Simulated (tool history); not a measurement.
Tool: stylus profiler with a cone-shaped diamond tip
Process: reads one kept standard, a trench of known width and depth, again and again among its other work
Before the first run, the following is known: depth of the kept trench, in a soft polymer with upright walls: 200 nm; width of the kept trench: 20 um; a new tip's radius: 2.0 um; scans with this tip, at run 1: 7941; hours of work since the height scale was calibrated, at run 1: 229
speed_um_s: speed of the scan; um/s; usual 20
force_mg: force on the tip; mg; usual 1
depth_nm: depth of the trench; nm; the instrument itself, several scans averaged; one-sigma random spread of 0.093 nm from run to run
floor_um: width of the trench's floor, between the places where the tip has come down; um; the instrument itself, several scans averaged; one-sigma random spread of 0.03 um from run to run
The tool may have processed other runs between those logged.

run    hour  speed_um_s  force_mg  scans with this tip  hours of work since the height scale was calibrated  depth_nm  floor_um
  1       0          20         1                 7941                                                  229     201.1     18.13
  2    65.9          20         1                 8158                                                  280    201.24     18.15
  3   130.1          20         1                 8371                                                  330     201.2     18.16
  4   165.4          20         1                 8487                                                  357    201.09     18.11
  5   225.4          20      0.54                 8686                                                  404    200.82     18.08
  6   279.7          20         1                 8865                                                  446    201.04     18.08
  7   322.2          20         1                 9006                                                  479    201.17     18.08
  8   388.4          20         1                 9224                                                  530    201.12     18.18
  9   454.5           5         1                 9443                                                  581    201.34     18.26
 10   512.1           5         1                 9633                                                  626    201.09     18.21
 11   550.7          20         1                 9761                                                  656    201.25     18.08
 12   611.1          55         1                 9961                                                  703    201.14     17.89
 13   674.5          55         1                10170                                                  752    201.02     17.84
 14   736.7          55         1                10376                                                  800    201.28     17.89
 15   797.8          15         1                10578                                                  848    201.01     18.13
 16     841          15         1                10720                                                  881    201.23     18.16
 17   902.6          20         1                10924                                                  929    201.04     18.13
 18   968.6          20         1                11142                                                  980    200.96     18.09
 19  1017.7          20       0.9                11304                                                 1018    201.02     18.09
 20  1052.6           6      1.81                11420                                                 1045    201.59      18.2
 21  1105.1          41      2.43                11593                                                 1086    202.06     18.08
 22  1153.4          10      0.42                11753                                                 1123    200.63     18.13
 23  1207.8          37      2.21                11933                                                 1165    202.03     18.09
 24  1238.2          37      2.21                12033                                                 1189    201.86     18.08
 25    1294           5       1.6                12218                                                 1232    201.69     18.26
 26  1322.5           5       1.6                12312                                                 1254     201.7     18.24
 27  1373.1           5       1.6                12479                                                 1293    201.55     18.19
 28  1431.7           5       1.6                12673                                                 1339    201.48     18.26

Expected results for the next run?
 29  1467.6           5       1.6                12791                                                 1367         ?         ?

Run 29 measured depth_nm 201.48 nm, floor_um 18.3 um.
Take away the tool's hidden state, keep the run-to-run variation as it was, and the same run would have given depth_nm 201.49 nm, floor_um 18.31 um.
